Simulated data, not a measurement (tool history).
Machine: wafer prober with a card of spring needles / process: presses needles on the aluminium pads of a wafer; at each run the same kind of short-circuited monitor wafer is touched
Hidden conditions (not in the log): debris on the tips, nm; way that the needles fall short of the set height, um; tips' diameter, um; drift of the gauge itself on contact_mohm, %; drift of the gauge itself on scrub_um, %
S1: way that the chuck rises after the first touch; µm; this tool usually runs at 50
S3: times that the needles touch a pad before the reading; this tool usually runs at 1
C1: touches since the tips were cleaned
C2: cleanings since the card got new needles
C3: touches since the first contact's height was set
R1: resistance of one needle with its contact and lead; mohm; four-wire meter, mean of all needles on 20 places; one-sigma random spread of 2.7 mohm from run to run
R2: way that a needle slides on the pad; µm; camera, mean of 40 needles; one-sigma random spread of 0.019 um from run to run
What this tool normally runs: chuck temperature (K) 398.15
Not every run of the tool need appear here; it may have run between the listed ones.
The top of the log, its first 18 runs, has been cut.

-- hour=253.3 tips cleaned on abrasive film
run 19 hour=255.8 | S1=44 chuck_temperature_(K)=308.15 S3=3 | C1=851 C2=17 C3=19489 | R1=289 R2=10.37
run 20 hour=266.5 | S1=44 chuck_temperature_(K)=308.15 S3=3 | C1=4386 C2=17 C3=23024 | R1=290 R2=10.39
run 21 hour=275.7 | S1=37 chuck_temperature_(K)=312.15 S3=1 | C1=7455 C2=17 C3=26093 | R1=293 R2=8.74
-- hour=277.3 tips cleaned on abrasive film
run 22 hour=289.6 | S1=64 chuck_temperature_(K)=313.15 S3=1 | C1=4085 C2=18 C3=30681 | R1=279 R2=15.1
run 23 hour=298.5 | S1=50 chuck_temperature_(K)=398.15 S3=2 | C1=7055 C2=18 C3=33651 | R1=311 R2=11.8
-- hour=301.5 tips cleaned on abrasive film
run 24 hour=308.9 | S1=64 chuck_temperature_(K)=318.15 S3=1 | C1=2463 C2=19 C3=37079 | R1=279 R2=15.13
run 25 hour=317.3 | S1=58 chuck_temperature_(K)=349.15 S3=1 | C1=5262 C2=19 C3=39878 | R1=296 R2=13.7
-- hour=325.1 tips cleaned on abrasive film
run 26 hour=337 | S1=58 chuck_temperature_(K)=349.15 S3=1 | C1=3983 C2=20 C3=46399 | R1=296 R2=13.72
run 27 hour=346 | S1=58 chuck_temperature_(K)=349.15 S3=1 | C1=6978 C2=20 C3=49394 | R1=293 R2=13.72
-- hour=348.8 tips cleaned on abrasive film
run 28 hour=355.5 | S1=58 chuck_temperature_(K)=349.15 S3=1 | C1=2212 C2=21 C3=52493 | R1=294 R2=13.68
run 29 hour=365.2 | S1=50 chuck_temperature_(K)=310.15 S3=1 | C1=5454 C2=21 C3=55735 | R1=285 R2=11.85
-- hour=372.5 tips cleaned on abrasive film
-- hour=380.7 height of the first contact set anew
run 30 hour=383.4 | S1=46 chuck_temperature_(K)=351.15 S3=2 | C1=3531 C2=22 C3=892 | R1=301 R2=10.88
-- hour=396 tips cleaned on abrasive film
run 31 hour=396.5 | S1=60 chuck_temperature_(K)=318.15 S3=1 | C1=156 C2=23 C3=5223 | R1=284 R2=14.17
run 32 hour=405.9 | S1=42 chuck_temperature_(K)=304.15 S3=2 | C1=3270 C2=23 C3=8337 | R1=291 R2=9.9
-- hour=420 tips cleaned on abrasive film
run 33 hour=421.3 | S1=32 chuck_temperature_(K)=398.15 S3=1 | C1=422 C2=24 C3=13425 | R1=325 R2=7.56

Here are 4 independent what-if runs from the current tool condition. What would each one return?
run A hour=432.3 | S1=60 chuck_temperature_(K)=398.15 S3=2 | C1=4106 C2=24 C3=17109 | R1=? R2=?
run B hour=432.3 | S1=55 chuck_temperature_(K)=299.15 S3=2 | C1=4106 C2=24 C3=17109 | R1=? R2=?
run C hour=432.3 | S1=33 chuck_temperature_(K)=398.15 S3=2 | C1=4106 C2=24 C3=17109 | R1=? R2=?
run D hour=432.3 | S1=32 chuck_temperature_(K)=370.15 S3=1 | C1=4106 C2=24 C3=17109 | R1=? R2=?

run=A R1=311 R2=14.18
run=B R1=277 R2=12.97
run=C R1=336 R2=7.81
run=D R1=320 R2=7.58
Had the tool no hidden state, the same runs would have come out as:
run=A R1=311 R2=14.18
run=B R1=277 R2=12.97
run=C R1=336 R2=7.81
run=D R1=319 R2=7.58

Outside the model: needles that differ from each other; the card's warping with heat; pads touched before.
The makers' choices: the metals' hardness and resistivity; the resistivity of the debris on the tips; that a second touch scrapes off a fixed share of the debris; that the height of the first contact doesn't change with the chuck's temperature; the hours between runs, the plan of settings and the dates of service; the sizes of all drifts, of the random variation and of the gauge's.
